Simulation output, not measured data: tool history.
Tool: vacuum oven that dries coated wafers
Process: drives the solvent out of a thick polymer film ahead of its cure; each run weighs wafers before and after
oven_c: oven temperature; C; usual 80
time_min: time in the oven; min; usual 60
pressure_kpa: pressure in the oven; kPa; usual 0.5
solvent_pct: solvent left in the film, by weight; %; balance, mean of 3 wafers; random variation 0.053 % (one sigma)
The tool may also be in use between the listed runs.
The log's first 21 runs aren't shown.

run	hour	oven_c	time_min	pressure_kpa	hours of work since the thermocouples were calibrated	hours of work since the vacuum gauge was cleaned of residue	solvent_pct
22	1452.9	80	60	0.5	1349	751	3.04
# hour 1506: oven's thermocouples calibrated
23	1511.9	80	60	0.5	2	775	2.3
24	1596.4	80	60	0.5	38	810	2.27
# hour 1603.5: vacuum gauge cleaned of residue and calibrated
25	1657.2	80	60	0.5	63	23	2.57
26	1752.2	80	60	0.5	103	63	2.71
27	1829.6	80	60	0.5	136	95	2.72
# hour 1843: vacuum gauge cleaned of residue and calibrated, once more
28	1924.6	71	60	0.362	175	34	4.41
29	2001.7	71	60	0.362	207	67	4.25
30	2084.9	71	60	0.362	242	102	4.46
31	2150	86	60	0.272	270	129	0.83
32	2227	82	88	1.059	302	162	1.61
33	2277.6	82	88	1.059	323	183	1.66
34	2323.9	82	63	0.709	343	202	1.86
35	2386.5	82	78	0.709	369	229	1.38
36	2458.2	82	78	0.709	400	259	1.39
37	2547.1	74	80	0.762	437	296	2.92
38	2620.1	74	80	0.762	468	327	3.04
39	2663.2	86	64	0.321	486	345	0.83
40	2716.6	88	53	0.257	508	368	1.04

The next listed run, before its measurement:
41	2762	88	53	0.257	527	387	?

Run 41 gave solvent_pct 1 %.
Without the tool's hidden state the same run would have given solvent_pct 0.7 %.
